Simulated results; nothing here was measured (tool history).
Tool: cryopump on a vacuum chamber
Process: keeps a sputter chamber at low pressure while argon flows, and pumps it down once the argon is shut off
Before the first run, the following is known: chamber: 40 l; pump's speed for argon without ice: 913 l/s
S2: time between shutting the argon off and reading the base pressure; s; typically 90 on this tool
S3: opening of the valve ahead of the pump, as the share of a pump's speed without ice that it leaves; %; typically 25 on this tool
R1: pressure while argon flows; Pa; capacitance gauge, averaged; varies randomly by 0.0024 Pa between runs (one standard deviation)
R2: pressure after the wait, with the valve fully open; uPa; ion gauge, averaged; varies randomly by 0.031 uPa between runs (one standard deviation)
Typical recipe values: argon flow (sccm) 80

Run 1, hour 0.0: usual settings. Result: R1 0.5913 Pa, R2 2.59 uPa.
Run 2, hour 7.9: usual settings. Result: R1 0.5939 Pa, R2 2.65 uPa.
Run 3, hour 16.5: usual settings. Result: R1 0.5988 Pa, R2 2.70 uPa.
Run 4, hour 25.3: usual settings but argon flow (sccm) 38. Result: R1 0.2811 Pa, R2 2.69 uPa.
Run 5, hour 35.0: usual settings but S3 27 %. Result: R1 0.5516 Pa, R2 2.69 uPa.
Run 6, hour 45.4: usual settings but S3 27 %. Result: R1 0.5493 Pa, R2 2.69 uPa.
Run 7, hour 58.3: usual settings but S3 27 %. Result: R1 0.5523 Pa, R2 2.71 uPa.
Run 8, hour 65.6: usual settings but S3 27 %. Result: R1 0.5543 Pa, R2 2.78 uPa.
Run 9, hour 77.2: usual settings but S2 218 s. Result: R1 0.5986 Pa, R2 2.04 uPa.
Run 10, hour 86.0: usual settings but S2 218 s. Result: R1 0.5922 Pa, R2 1.97 uPa.
Run 11, hour 96.4: usual settings but S2 218 s. Result: R1 0.5974 Pa, R2 2.04 uPa.
Run 12, hour 106.6: usual settings but argon flow (sccm) 118, S2 218 s, S3 46 %. Result: R1 0.4867 Pa, R2 2.07 uPa.
Run 13, hour 121.9: usual settings but argon flow (sccm) 81, S2 60 s, S3 51 %. Result: R1 0.3019 Pa, R2 3.42 uPa.
Run 14, hour 131.8: usual settings but argon flow (sccm) 94, S2 51 s, S3 22 %. Result: R1 0.8001 Pa, R2 3.71 uPa.
Run 15, hour 142.0: usual settings but argon flow (sccm) 94, S2 51 s, S3 22 %. Result: R1 0.7982 Pa, R2 3.65 uPa.
Run 16, hour 156.6: usual settings but argon flow (sccm) 94, S2 51 s, S3 22 %. Result: R1 0.8005 Pa, R2 3.69 uPa.
Run 17, hour 168.8: usual settings but argon flow (sccm) 151, S2 127 s, S3 21 %. Result: R1 1.3455 Pa, R2 2.49 uPa.
Run 18, hour 182.3: usual settings but argon flow (sccm) 41, S2 60 s, S3 41 %. Result: R1 0.1914 Pa, R2 3.45 uPa.
Run 19, hour 189.1: usual settings but argon flow (sccm) 41, S2 31 s. Result: R1 0.3116 Pa, R2 5.08 uPa.

What if the next run were any one of these 5? Each begins from the tool's condition after run 19:
Run A, hour 203.3: usual settings but S2 30 s. Result: R1 ?, R2 ?.
Run B, hour 203.3: usual settings but argon flow (sccm) 70, S2 31 s. Result: R1 ?, R2 ?.
Run C, hour 203.3: usual settings but argon flow (sccm) 59, S2 78 s. Result: R1 ?, R2 ?.
Run D, hour 203.3: usual settings but argon flow (sccm) 105, S2 55 s, S3 17 %. Result: R1 ?, R2 ?.
Run E, hour 203.3: usual settings but argon flow (sccm) 135, S2 71 s, S3 59 %. Result: R1 ?, R2 ?.

run      R1    R2
  A  0.6011  5.42
  B  0.5259  5.31
  C  0.4498  3.17
  D  1.1612  3.53
  E  0.4437  3.21
Without the tool's hidden state the same runs would have given:
run      R1    R2
  A  0.5893  4.06
  B  0.5155  3.96
  C  0.4410  1.82
  D  1.1455  2.24
  E  0.4236  1.87
